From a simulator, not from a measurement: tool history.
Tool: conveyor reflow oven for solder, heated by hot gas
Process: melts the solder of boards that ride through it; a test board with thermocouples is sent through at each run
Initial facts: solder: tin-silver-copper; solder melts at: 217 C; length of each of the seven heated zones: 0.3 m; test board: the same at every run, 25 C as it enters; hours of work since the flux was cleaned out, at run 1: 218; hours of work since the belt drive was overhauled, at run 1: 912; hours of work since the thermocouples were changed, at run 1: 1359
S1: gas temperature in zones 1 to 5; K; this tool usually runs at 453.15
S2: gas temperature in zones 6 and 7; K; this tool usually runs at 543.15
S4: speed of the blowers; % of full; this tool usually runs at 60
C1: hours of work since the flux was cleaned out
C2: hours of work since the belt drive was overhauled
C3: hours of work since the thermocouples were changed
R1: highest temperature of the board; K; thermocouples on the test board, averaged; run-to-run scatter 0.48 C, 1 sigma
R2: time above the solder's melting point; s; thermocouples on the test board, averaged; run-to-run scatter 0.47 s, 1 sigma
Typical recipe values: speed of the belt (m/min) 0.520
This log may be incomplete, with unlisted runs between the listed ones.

Run 1, hour 0.0: usual settings; C1 218; C2 912; C3 1359. Result: R1 526.15 K, R2 55.9 s.
Run 2, hour 29.1: usual settings but speed of the belt (m/min) 0.530; C1 242; C2 935; C3 1382. Result: R1 524.55 K, R2 55.3 s.
At hour 76.2: thermocouples of zones 6 and 7 changed.
Run 3, hour 82.4: usual settings but speed of the belt (m/min) 0.530, S4 53 % of full; C1 282; C2 976; C3 5. Result: R1 528.35 K, R2 57.4 s.
Run 4, hour 141.0: usual settings but speed of the belt (m/min) 0.530, S4 53 % of full; C1 329; C2 1022; C3 52. Result: R1 528.15 K, R2 56.5 s.
Run 5, hour 205.2: usual settings but speed of the belt (m/min) 0.530, S4 53 % of full; C1 380; C2 1074; C3 103. Result: R1 527.45 K, R2 56.2 s.
Run 6, hour 235.4: usual settings but S1 439.15 K; C1 404; C2 1098; C3 127. Result: R1 527.05 K, R2 52.2 s.
Run 7, hour 303.1: usual settings but S1 439.15 K; C1 458; C2 1152; C3 181. Result: R1 526.55 K, R2 52.1 s.
At hour 316.1: flux residue cleaned out of gas plates and filters.
Run 8, hour 338.0: usual settings but S1 450.15 K; C1 17; C2 1175; C3 205. Result: R1 531.05 K, R2 58.8 s.
Run 9, hour 384.4: usual settings but speed of the belt (m/min) 0.432; C1 54; C2 1212; C3 241. Result: R1 534.65 K, R2 75.6 s.
Run 10, hour 425.5: usual settings but S1 447.15 K, S2 555.15 K, S4 87 % of full; C1 87; C2 1245; C3 274. Result: R1 543.35 K, R2 64.7 s.
Run 11, hour 489.3: usual settings but S2 550.15 K, S4 53 % of full; C1 138; C2 1296; C3 325. Result: R1 535.25 K, R2 62.8 s.
Run 12, hour 550.1: usual settings but S2 550.15 K, S4 53 % of full; C1 186; C2 1344; C3 374. Result: R1 535.65 K, R2 62.2 s.
Run 13, hour 592.8: usual settings but S2 550.15 K, S4 53 % of full; C1 220; C2 1378; C3 407. Result: R1 534.75 K, R2 62.3 s.
Run 14, hour 660.7: usual settings but S1 459.15 K, S2 534.15 K, speed of the belt (m/min) 0.486; C1 275; C2 1432; C3 462. Result: R1 524.45 K, R2 62.6 s.
Run 15, hour 729.4: usual settings but S1 465.15 K, S2 532.15 K; C1 329; C2 1487; C3 516. Result: R1 520.75 K, R2 59.3 s.
Run 16, hour 770.4: usual settings but S1 463.15 K, S2 533.15 K, S4 67 % of full; C1 362; C2 1520; C3 549. Result: R1 520.95 K, R2 59.0 s.
Run 17, hour 810.4: usual settings but S1 463.15 K, S2 533.15 K, S4 67 % of full; C1 394; C2 1552; C3 581. Result: R1 522.25 K, R2 58.6 s.
Run 18, hour 848.1: usual settings but S1 442.15 K, S2 533.15 K, S4 67 % of full; C1 424; C2 1582; C3 611. Result: R1 517.75 K, R2 48.7 s.

Consider 5 possible next runs. They are alternatives, not a sequence: every one starts from the tool as it was left by run 18. What does each give?
Run A, hour 889.8: usual settings but S1 443.15 K, S2 533.15 K, S4 71 % of full; C1 457; C2 1615; C3 644. Result: R1 ?, R2 ?.
Run B, hour 889.8: usual settings but S1 442.15 K, S2 533.15 K, S4 84 % of full; C1 457; C2 1615; C3 644. Result: R1 ?, R2 ?.
Run C, hour 889.8: usual settings but S1 442.15 K, S2 538.15 K, speed of the belt (m/min) 0.458, S4 67 % of full; C1 457; C2 1615; C3 644. Result: R1 ?, R2 ?.
Run D, hour 889.8: usual settings but S1 442.15 K, S2 533.15 K, speed of the belt (m/min) 0.542, S4 67 % of full; C1 457; C2 1615; C3 644. Result: R1 ?, R2 ?.
Run E, hour 889.8: usual settings but S4 81 % of full; C1 457; C2 1615; C3 644. Result: R1 ?, R2 ?.

run      R1    R2
  A  518.85  48.7
  B  520.05  50.5
  C  525.95  62.4
  D  517.65  44.6
  E  530.35  60.4
With the hidden condition removed and each run's random variation left untouched, the same runs would have given:
run      R1    R2
  A  522.45  49.7
  B  523.95  51.5
  C  529.35  62.2
  D  521.35  46.0
  E  534.05  59.7
